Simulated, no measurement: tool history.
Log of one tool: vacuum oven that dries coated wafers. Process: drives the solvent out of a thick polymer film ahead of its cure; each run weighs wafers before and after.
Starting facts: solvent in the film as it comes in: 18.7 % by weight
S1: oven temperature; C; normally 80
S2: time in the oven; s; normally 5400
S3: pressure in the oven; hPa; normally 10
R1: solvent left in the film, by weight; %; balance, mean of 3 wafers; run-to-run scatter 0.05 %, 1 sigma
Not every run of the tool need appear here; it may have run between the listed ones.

{"run": 1, "day": 0.0, "S1": 80, "S2": 5400, "S3": 10, "R1": 2.57}
{"run": 2, "day": 2.225, "S1": 80, "S2": 4320, "S3": 10, "R1": 3.4}
{"run": 3, "day": 6.438, "S1": 80, "S2": 4320, "S3": 10, "R1": 3.46}
{"run": 4, "day": 8.442, "S1": 80, "S2": 4320, "S3": 25.1, "R1": 5.02}
{"run": 5, "day": 12.383, "S1": 80, "S2": 5400, "S3": 10, "R1": 2.7}
{"run": 6, "day": 14.683, "S1": 80, "S2": 3660, "S3": 10, "R1": 4.15}
{"run": 7, "day": 18.908, "S1": 80, "S2": 3660, "S3": 10, "R1": 4.13}
{"run": 8, "day": 21.883, "S1": 80, "S2": 3660, "S3": 10, "R1": 4.16}
{"day": 22.188, "done": "vacuum gauge cleaned of residue and calibrated"}
{"run": 9, "day": 24.196, "S1": 80, "S2": 3660, "S3": 10, "R1": 4.25}
{"run": 10, "day": 27.129, "S1": 80, "S2": 3600, "S3": 10, "R1": 4.29}
{"day": 30.517, "done": "vacuum gauge cleaned of residue and calibrated, once more"}
{"run": 11, "day": 31.308, "S1": 80, "S2": 3960, "S3": 10, "R1": 3.34}
{"run": 12, "day": 34.621, "S1": 80, "S2": 3960, "S3": 10, "R1": 3.43}
{"run": 13, "day": 37.925, "S1": 80, "S2": 3960, "S3": 10, "R1": 3.39}
{"day": 41.808, "done": "oven's thermocouples calibrated"}
{"run": 14, "day": 41.921, "S1": 84, "S2": 5280, "S3": 36.3, "R1": 4.68}
{"run": 15, "day": 45.392, "S1": 80, "S2": 5400, "S3": 10.9, "R1": 2.94}
{"run": 16, "day": 49.408, "S1": 69, "S2": 5400, "S3": 8.2, "R1": 5.92}
{"run": 17, "day": 52.321, "S1": 90, "S2": 7320, "S3": 23.3, "R1": 2.07}
{"run": 18, "day": 54.55, "S1": 69, "S2": 8760, "S3": 23.3, "R1": 6.17}
{"run": 19, "day": 57.625, "S1": 80, "S2": 5040, "S3": 24.7, "R1": 4.58}
{"run": 20, "day": 60.096, "S1": 80, "S2": 5040, "S3": 24.7, "R1": 4.64}
{"run": 21, "day": 63.2, "S1": 80, "S2": 5040, "S3": 24.7, "R1": 4.64}
{"run": 22, "day": 66.383, "S1": 80, "S2": 5040, "S3": 24.7, "R1": 4.67}

Alternative continuations, all from the tool just after run 22; predict every row:
{"run": "A", "day": 70.908, "S1": 90, "S2": 6420, "S3": 28.3, "R1": "?"}
{"run": "B", "day": 70.908, "S1": 80, "S2": 5040, "S3": 5.9, "R1": "?"}
{"run": "C", "day": 70.908, "S1": 93, "S2": 5040, "S3": 9.6, "R1": "?"}
{"run": "D", "day": 70.908, "S1": 80, "S2": 8520, "S3": 19.2, "R1": "?"}

run=A R1=2.67
run=B R1=2.51
run=C R1=1.09
run=D R1=2.89
With no hidden state in the tool, these same runs would have given:
run=A R1=2.57
run=B R1=2.47
run=C R1=0.96
run=D R1=2.74
